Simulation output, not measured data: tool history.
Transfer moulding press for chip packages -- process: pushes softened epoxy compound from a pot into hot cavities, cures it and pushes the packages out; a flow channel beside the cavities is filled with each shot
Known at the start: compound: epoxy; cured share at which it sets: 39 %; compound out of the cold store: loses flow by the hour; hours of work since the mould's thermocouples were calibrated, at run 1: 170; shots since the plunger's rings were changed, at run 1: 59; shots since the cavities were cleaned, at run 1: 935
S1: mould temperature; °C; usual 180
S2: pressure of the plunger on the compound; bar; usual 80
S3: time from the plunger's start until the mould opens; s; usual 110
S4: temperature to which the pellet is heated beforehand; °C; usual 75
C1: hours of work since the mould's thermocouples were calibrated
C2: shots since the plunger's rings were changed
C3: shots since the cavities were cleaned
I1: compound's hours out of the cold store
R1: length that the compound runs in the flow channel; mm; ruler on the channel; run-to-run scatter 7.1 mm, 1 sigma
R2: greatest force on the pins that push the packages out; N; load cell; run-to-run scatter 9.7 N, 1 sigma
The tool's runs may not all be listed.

run	hour	S1	S2	S3	S4	C1	C2	C3	I1	R1	R2
1	0	180	80	110	75	170	59	935	37.4	822	621
# hour 23: cavities cleaned with cleaning compound and waxed
2	31.2	180	80	110	75	191	438	105	34.2	827	730
3	67.6	180	80	110	75	218	903	570	39.4	799	695
4	89.4	180	80	110	75	234	1182	849	31.5	824	699
# hour 117.8: cavities cleaned with cleaning compound and waxed
5	129.1	180	66.4	110	75	262	1670	145	17.7	763	506
6	160.3	180	66.4	110	75	284	2068	543	9.1	768	588
7	187.4	180	66.4	110	75	304	2414	889	36.4	721	600
# hour 211.8: cavities cleaned with cleaning compound and waxed
8	233.4	180	85.9	110	75	337	2984	278	25.4	831	519
# hour 264.3: cavities cleaned with cleaning compound and waxed, once more
9	273	180	80	143	75	364	3469	110	9.4	821	403
10	306.7	180	80	129	75	389	3901	542	18.1	804	490
11	339.8	180	80	99	75	413	4323	964	45	734	749
# hour 345.8: plunger's sealing rings changed
# hour 360.9: cavities cleaned with cleaning compound and waxed
12	370.9	180	80	110	75	433	302	128	38	814	487
# hour 376.2: mould's thermocouples calibrated
13	401.1	180	80	96	75	18	661	487	14.1	856	763
14	424	180	80	96	75	35	954	780	17	847	770
# hour 456.9: cavities cleaned with cleaning compound and waxed
15	464.7	180	80	96	75	63	1455	100	30.1	822	591
16	492.3	180	80	96	75	83	1808	453	23.1	829	719
17	534.9	180	80	112	76	114	2352	997	8.2	835	616
# hour 550.3: cavities cleaned with cleaning compound and waxed
18	566.1	172	61.2	110	75	136	2731	202	31.5	712	881
19	605.3	172	61.2	110	75	165	3233	704	45.9	680	985
20	632.3	172	95.3	110	71	184	3577	1048	38.1	858	1097
# hour 644.8: cavities cleaned with cleaning compound and waxed
21	657.2	188	95.4	110	75	201	3876	158	39.4	815	418
# hour 698.7: plunger's sealing rings changed
22	702.1	188	95.4	110	71	232	44	700	16.7	920	504
# hour 742.2: cavities cleaned with cleaning compound and waxed
23	742.2	188	95.4	110	71	260	537	0	30.4	890	356
24	783.7	180	80	104	76	291	1067	530	15.2	860	616
25	811.3	180	80	104	76	311	1420	883	21.4	842	694

Predict each of these 5 candidate next runs independently; none follows another, all start after run 25:
# hour 835.3: cavities cleaned with cleaning compound and waxed
A	835.3	183	73.9	104	80	327	1707	0	15.2	?	?
# hour 835.3: cavities cleaned with cleaning compound and waxed
B	835.3	180	80	117	77	327	1707	0	12.1	?	?
# hour 835.3: cavities cleaned with cleaning compound and waxed
C	835.3	173	80	104	76	327	1707	0	43.3	?	?
# hour 835.3: cavities cleaned with cleaning compound and waxed
D	835.3	174	83.4	110	75	327	1707	0	26.8	?	?
# hour 835.3: cavities cleaned with cleaning compound and waxed
E	835.3	172	80	104	74	327	1707	0	37.1	?	?

run	R1	R2
A	804	438
B	840	422
C	804	807
D	853	687
E	815	854
Stripped of hidden state, with their random variation kept, the same runs would have yielded:
run	R1	R2
A	831	417
B	868	403
C	831	760
D	882	647
E	843	804
